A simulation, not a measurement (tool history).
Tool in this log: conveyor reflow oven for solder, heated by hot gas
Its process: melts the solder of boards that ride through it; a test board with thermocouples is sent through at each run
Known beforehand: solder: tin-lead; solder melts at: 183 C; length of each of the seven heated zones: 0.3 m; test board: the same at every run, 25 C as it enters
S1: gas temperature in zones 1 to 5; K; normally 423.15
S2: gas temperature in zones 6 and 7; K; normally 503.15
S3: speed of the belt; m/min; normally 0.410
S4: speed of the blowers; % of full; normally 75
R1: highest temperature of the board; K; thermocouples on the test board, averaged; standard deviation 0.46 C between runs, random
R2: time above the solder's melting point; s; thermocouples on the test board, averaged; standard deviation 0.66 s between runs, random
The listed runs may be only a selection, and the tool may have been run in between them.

{"run": 1, "hour": 0.0, "S1": 423.15, "S2": 503.15, "S3": 0.41, "S4": 75, "R1": 486.35, "R2": 68.2}
{"run": 2, "hour": 68.4, "S1": 423.15, "S2": 503.15, "S3": 0.41, "S4": 75, "R1": 486.75, "R2": 68.2}
{"run": 3, "hour": 129.7, "S1": 423.15, "S2": 503.15, "S3": 0.41, "S4": 75, "R1": 486.35, "R2": 67.4}
{"run": 4, "hour": 197.6, "S1": 423.15, "S2": 503.15, "S3": 0.41, "S4": 75, "R1": 485.25, "R2": 66.9}
{"run": 5, "hour": 287.5, "S1": 423.15, "S2": 503.15, "S3": 0.41, "S4": 75, "R1": 485.05, "R2": 65.1}
{"hour": 302.5, "done": "flux residue cleaned out of gas plates and filters"}
{"run": 6, "hour": 332.6, "S1": 423.15, "S2": 503.15, "S3": 0.41, "S4": 75, "R1": 488.85, "R2": 72.7}
{"run": 7, "hour": 380.6, "S1": 423.15, "S2": 503.15, "S3": 0.41, "S4": 75, "R1": 488.65, "R2": 70.3}
{"run": 8, "hour": 473.1, "S1": 423.15, "S2": 503.15, "S3": 0.41, "S4": 75, "R1": 487.45, "R2": 70.3}
{"run": 9, "hour": 547.6, "S1": 423.15, "S2": 503.15, "S3": 0.41, "S4": 75, "R1": 487.95, "R2": 68.7}
{"run": 10, "hour": 611.5, "S1": 423.15, "S2": 503.15, "S3": 0.41, "S4": 75, "R1": 487.65, "R2": 69.2}
{"run": 11, "hour": 683.6, "S1": 427.15, "S2": 503.15, "S3": 0.41, "S4": 75, "R1": 487.85, "R2": 72.3}
{"run": 12, "hour": 764.9, "S1": 427.15, "S2": 503.15, "S3": 0.41, "S4": 75, "R1": 486.95, "R2": 70.8}
{"run": 13, "hour": 833.3, "S1": 427.15, "S2": 503.15, "S3": 0.41, "S4": 75, "R1": 486.45, "R2": 70.1}
{"hour": 865.5, "done": "thermocouples of zones 6 and 7 changed"}
{"run": 14, "hour": 876.6, "S1": 427.15, "S2": 503.15, "S3": 0.41, "S4": 75, "R1": 488.35, "R2": 71.0}
{"run": 15, "hour": 930.2, "S1": 427.15, "S2": 503.15, "S3": 0.41, "S4": 75, "R1": 488.75, "R2": 71.1}
{"hour": 943.1, "done": "belt drive overhauled, speed set with a stopwatch"}
{"run": 16, "hour": 983.6, "S1": 427.15, "S2": 503.15, "S3": 0.41, "S4": 51, "R1": 483.55, "R2": 67.5}
{"hour": 1064.9, "done": "flux residue cleaned out of gas plates and filters"}
{"run": 17, "hour": 1064.9, "S1": 427.15, "S2": 503.15, "S3": 0.41, "S4": 72, "R1": 491.05, "R2": 76.1}
{"run": 18, "hour": 1154.7, "S1": 427.15, "S2": 503.15, "S3": 0.41, "S4": 72, "R1": 490.15, "R2": 75.2}
{"run": 19, "hour": 1244.8, "S1": 416.15, "S2": 503.15, "S3": 0.41, "S4": 80, "R1": 489.25, "R2": 69.9}
{"run": 20, "hour": 1316.9, "S1": 419.15, "S2": 495.15, "S3": 0.355, "S4": 87, "R1": 486.05, "R2": 81.0}
{"hour": 1348.7, "done": "belt drive overhauled, speed set with a stopwatch, once more"}
{"run": 21, "hour": 1415.7, "S1": 419.15, "S2": 495.15, "S3": 0.355, "S4": 87, "R1": 484.75, "R2": 75.6}
{"run": 22, "hour": 1459.7, "S1": 408.15, "S2": 498.15, "S3": 0.38, "S4": 51, "R1": 478.65, "R2": 54.7}
{"run": 23, "hour": 1501.8, "S1": 435.15, "S2": 498.15, "S3": 0.38, "S4": 51, "R1": 484.35, "R2": 77.6}
{"run": 24, "hour": 1566.4, "S1": 432.15, "S2": 517.15, "S3": 0.481, "S4": 78, "R1": 496.05, "R2": 67.9}
{"run": 25, "hour": 1618.3, "S1": 423.15, "S2": 517.15, "S3": 0.41, "S4": 55, "R1": 494.35, "R2": 74.3}
{"run": 26, "hour": 1710.4, "S1": 423.15, "S2": 498.15, "S3": 0.484, "S4": 75, "R1": 477.65, "R2": 46.6}
{"run": 27, "hour": 1795.8, "S1": 423.15, "S2": 498.15, "S3": 0.484, "S4": 75, "R1": 477.45, "R2": 46.4}
{"hour": 1827.0, "done": "flux residue cleaned out of gas plates and filters"}
{"run": 28, "hour": 1848.4, "S1": 423.15, "S2": 498.15, "S3": 0.484, "S4": 75, "R1": 481.45, "R2": 52.6}
{"run": 29, "hour": 1896.6, "S1": 423.15, "S2": 503.15, "S3": 0.41, "S4": 73, "R1": 489.45, "R2": 71.2}
{"run": 30, "hour": 1969.5, "S1": 423.15, "S2": 510.15, "S3": 0.443, "S4": 61, "R1": 489.45, "R2": 65.3}

Here are 4 independent what-if runs from the current tool condition. What would each one return?
{"run": "A", "hour": 2048.2, "S1": 423.15, "S2": 510.15, "S3": 0.443, "S4": 54, "R1": "?", "R2": "?"}
{"run": "B", "hour": 2048.2, "S1": 423.15, "S2": 503.15, "S3": 0.395, "S4": 75, "R1": "?", "R2": "?"}
{"run": "C", "hour": 2048.2, "S1": 426.15, "S2": 504.15, "S3": 0.41, "S4": 75, "R1": "?", "R2": "?"}
{"run": "D", "hour": 2048.2, "S1": 423.15, "S2": 510.15, "S3": 0.443, "S4": 65, "R1": "?", "R2": "?"}

run=A R1=487.95 R2=62.7
run=B R1=489.55 R2=74.6
run=C R1=489.15 R2=72.7
run=D R1=490.75 R2=65.8
With the hidden condition removed and each run's random variation left untouched, the same runs would have given:
run=A R1=489.55 R2=63.6
run=B R1=491.15 R2=75.3
run=C R1=490.75 R2=73.4
run=D R1=492.45 R2=66.6
